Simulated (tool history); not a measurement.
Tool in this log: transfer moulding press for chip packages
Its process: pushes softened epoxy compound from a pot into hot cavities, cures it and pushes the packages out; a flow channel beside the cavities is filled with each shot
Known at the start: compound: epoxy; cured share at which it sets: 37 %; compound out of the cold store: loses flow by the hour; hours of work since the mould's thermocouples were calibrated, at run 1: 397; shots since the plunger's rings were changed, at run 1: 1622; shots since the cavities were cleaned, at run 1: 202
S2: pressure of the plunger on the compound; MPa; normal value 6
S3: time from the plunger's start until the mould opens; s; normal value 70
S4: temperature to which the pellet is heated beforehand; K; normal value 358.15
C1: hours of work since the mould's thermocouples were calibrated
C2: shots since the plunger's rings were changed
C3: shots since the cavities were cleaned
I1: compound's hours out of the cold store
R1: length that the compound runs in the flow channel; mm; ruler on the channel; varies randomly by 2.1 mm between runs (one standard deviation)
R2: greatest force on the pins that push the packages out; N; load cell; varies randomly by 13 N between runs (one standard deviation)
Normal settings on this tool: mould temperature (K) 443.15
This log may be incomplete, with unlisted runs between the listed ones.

{"run": 1, "hour": 0.0, "mould temperature (K)": 443.15, "S2": 6, "S3": 70, "S4": 358.15, "C1": 397, "C2": 1622, "C3": 202, "I1": 11.1, "R1": 656, "R2": 628}
{"run": 2, "hour": 30.2, "mould temperature (K)": 443.15, "S2": 6, "S3": 70, "S4": 358.15, "C1": 409, "C2": 1933, "C3": 513, "I1": 45.7, "R1": 546, "R2": 564}
{"hour": 44.4, "done": "cavities cleaned with cleaning compound and waxed"}
{"run": 3, "hour": 72.6, "mould temperature (K)": 443.15, "S2": 6, "S3": 70, "S4": 358.15, "C1": 426, "C2": 2352, "C3": 289, "I1": 9.6, "R1": 659, "R2": 655}
{"run": 4, "hour": 105.3, "mould temperature (K)": 443.15, "S2": 6, "S3": 70, "S4": 358.15, "C1": 440, "C2": 2689, "C3": 626, "I1": 9.6, "R1": 660, "R2": 614}
{"hour": 110.9, "done": "cavities cleaned with cleaning compound and waxed"}
{"run": 5, "hour": 145.1, "mould temperature (K)": 443.15, "S2": 6, "S3": 70, "S4": 358.15, "C1": 456, "C2": 3083, "C3": 352, "I1": 13.7, "R1": 643, "R2": 645}
{"hour": 174.0, "done": "cavities cleaned with cleaning compound and waxed"}
{"run": 6, "hour": 174.0, "mould temperature (K)": 443.15, "S2": 6, "S3": 70, "S4": 358.15, "C1": 467, "C2": 3364, "C3": 0, "I1": 42.9, "R1": 552, "R2": 575}
{"hour": 182.6, "done": "plunger's sealing rings changed"}
{"run": 7, "hour": 227.7, "mould temperature (K)": 443.15, "S2": 6, "S3": 70, "S4": 358.15, "C1": 488, "C2": 464, "C3": 527, "I1": 44.1, "R1": 551, "R2": 597}
{"hour": 242.8, "done": "cavities cleaned with cleaning compound and waxed"}
{"run": 8, "hour": 257.1, "mould temperature (K)": 443.15, "S2": 6, "S3": 70, "S4": 358.15, "C1": 500, "C2": 751, "C3": 147, "I1": 31.4, "R1": 587, "R2": 595}
{"hour": 291.0, "done": "mould's thermocouples calibrated"}
{"hour": 310.5, "done": "cavities cleaned with cleaning compound and waxed"}
{"run": 9, "hour": 314.6, "mould temperature (K)": 438.15, "S2": 6, "S3": 101, "S4": 358.15, "C1": 9, "C2": 1305, "C3": 41, "I1": 25.6, "R1": 618, "R2": 464}
{"run": 10, "hour": 363.6, "mould temperature (K)": 438.15, "S2": 6, "S3": 101, "S4": 358.15, "C1": 29, "C2": 1810, "C3": 546, "I1": 15.9, "R1": 652, "R2": 454}
{"hour": 375.1, "done": "cavities cleaned with cleaning compound and waxed"}
{"run": 11, "hour": 400.2, "mould temperature (K)": 438.15, "S2": 6, "S3": 79, "S4": 353.15, "C1": 44, "C2": 2170, "C3": 257, "I1": 38.1, "R1": 582, "R2": 600}

The next listed run, before its measurement:
{"hour": 439.0, "done": "cavities cleaned with cleaning compound and waxed"}
{"run": 12, "hour": 444.7, "mould temperature (K)": 438.15, "S2": 6, "S3": 79, "S4": 353.15, "C1": 62, "C2": 2612, "C3": 58, "I1": 28.7, "R1": "?", "R2": "?"}

R1: 607 mm
R2: 635 N
Take away the tool's hidden state, keep the run-to-run variation as it was, and the same run would have given R1 607 mm, R2 633 N.
